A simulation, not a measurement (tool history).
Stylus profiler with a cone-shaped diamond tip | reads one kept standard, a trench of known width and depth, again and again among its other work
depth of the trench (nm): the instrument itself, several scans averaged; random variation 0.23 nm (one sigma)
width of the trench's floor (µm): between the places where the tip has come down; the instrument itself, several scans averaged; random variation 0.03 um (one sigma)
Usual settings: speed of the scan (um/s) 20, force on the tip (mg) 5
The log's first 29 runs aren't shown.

run	day	speed of the scan (um/s)	force on the tip (mg)	scans with this tip	hours of work since the height scale was calibrated	depth of the trench (nm)	width of the trench's floor (µm)
30	17.358	22	5.77	2387	24	1011.17	93.13
31	17.958	22	5.77	2415	31	1011.6	93.13
32	18.358	19	12.89	2433	35	1018.78	93.1
33	18.917	22	9.96	2459	42	1016.22	93.14
34	19.417	22	9.96	2482	47	1016	93.15
35	20.283	22	9.96	2522	57	1015.67	93.14
36	20.804	5	3.92	2546	63	1008.48	93.14
37	21.704	5	3.92	2588	74	1008.93	93.12
38	22.146	5	3.92	2609	79	1008.62	93.13
39	23.038	19	1.74	2650	89	1004.87	92.96
40	23.771	31	5	2684	98	1010.02	92.99
41	24.338	72	8.32	2710	104	1013.62	92.87
42	25.021	54	4.83	2742	112	1009.85	92.85
43	25.683	24	4.83	2772	120	1009.8	92.99
44	26.288	24	4.83	2800	127	1009.68	93
45	26.671	38	5	2818	131	1010.17	92.96

Forecast each of these 3 alternatives for the next run:
A	27.154	9	5	2840	137	?	?
B	27.154	22	5	2840	137	?	?
C	27.154	25	5	2840	137	?	?

run	depth of the trench (nm)	width of the trench's floor (µm)
A	1009.86	93.04
B	1009.87	93.02
C	1009.99	92.97
Without the tool's hidden state the same runs would have given:
run	depth of the trench (nm)	width of the trench's floor (µm)
A	1009.82	93.96
B	1009.83	93.94
C	1009.95	93.89
